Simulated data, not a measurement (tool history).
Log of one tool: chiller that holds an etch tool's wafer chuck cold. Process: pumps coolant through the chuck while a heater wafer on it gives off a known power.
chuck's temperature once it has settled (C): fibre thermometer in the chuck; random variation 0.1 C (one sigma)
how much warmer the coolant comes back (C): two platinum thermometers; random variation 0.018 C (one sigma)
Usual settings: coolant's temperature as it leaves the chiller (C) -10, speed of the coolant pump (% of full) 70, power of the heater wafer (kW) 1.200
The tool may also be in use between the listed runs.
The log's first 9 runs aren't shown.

| run | hour | coolant's temperature as it leaves the chiller (C) | speed of the coolant pump (% of full) | power of the heater wafer (kW) | chuck's temperature once it has settled (C) | how much warmer the coolant comes back (C) |
|---|---|---|---|---|---|---|
| 10 | 859.9 | -10 | 79 | 1.200 | -1.3 | 4.72 |
| 11 | 1000.3 | -10 | 79 | 1.200 | -1.1 | 4.66 |
| 12 | 1063.4 | -10 | 79 | 1.200 | -1.4 | 4.66 |
| 13 | 1136.5 | -10 | 79 | 1.200 | -1.2 | 4.62 |
| 14 | 1220.8 | -10 | 79 | 1.200 | -1.3 | 4.55 |
| 15 | 1326.6 | -10 | 79 | 1.200 | -1.3 | 4.52 |
|  | 1427.0 | gauge calibrated |
| 16 | 1427.0 | -10 | 79 | 1.200 | -1.3 | 5.00 |
| 17 | 1538.2 | -10 | 79 | 1.200 | -1.5 | 4.95 |
| 18 | 1622.8 | -10 | 79 | 1.200 | -1.2 | 4.93 |
| 19 | 1732.3 | -10 | 79 | 1.200 | -1.1 | 4.86 |
| 20 | 1811.6 | -5 | 76 | 0.783 | 0.9 | 3.26 |
| 21 | 1942.9 | -17 | 70 | 1.350 | -6.6 | 6.17 |
| 22 | 2053.6 | -17 | 70 | 1.350 | -6.3 | 6.16 |
| 23 | 2159.4 | -18 | 70 | 0.939 | -10.6 | 4.19 |
| 24 | 2259.9 | -4 | 63 | 0.650 | 1.6 | 3.09 |
| 25 | 2344.2 | -4 | 63 | 0.650 | 1.4 | 3.10 |
| 26 | 2487.4 | -10 | 74 | 1.200 | -0.9 | 4.97 |
| 27 | 2572.6 | -10 | 74 | 1.200 | -0.9 | 4.99 |
| 28 | 2694.1 | -10 | 74 | 1.200 | -1.0 | 4.96 |
| 29 | 2831.1 | -10 | 74 | 1.200 | -0.8 | 4.87 |
| 30 | 2931.2 | -10 | 74 | 1.200 | -0.9 | 4.82 |
| 31 | 2995.9 | -19 | 89 | 1.200 | -10.9 | 3.88 |

Forecast each of these 4 alternatives for the next run:
| A | 3120.7 | -19 | 76 | 1.297 | ? | ? |
| B | 3120.7 | -8 | 89 | 1.610 | ? | ? |
| C | 3120.7 | -15 | 80 | 1.358 | ? | ? |
| D | 3120.7 | -3 | 70 | 1.200 | ? | ? |

| run | chuck's temperature once it has settled (C) | how much warmer the coolant comes back (C) |
|---|---|---|
| A | -9.4 | 5.03 |
| B | 2.7 | 5.38 |
| C | -5.2 | 5.05 |
| D | 6.4 | 5.09 |
Without the tool's hidden state the same runs would have given:
| run | chuck's temperature once it has settled (C) | how much warmer the coolant comes back (C) |
|---|---|---|
| A | -9.4 | 5.60 |
| B | 2.7 | 5.94 |
| C | -5.2 | 5.61 |
| D | 6.3 | 5.66 |
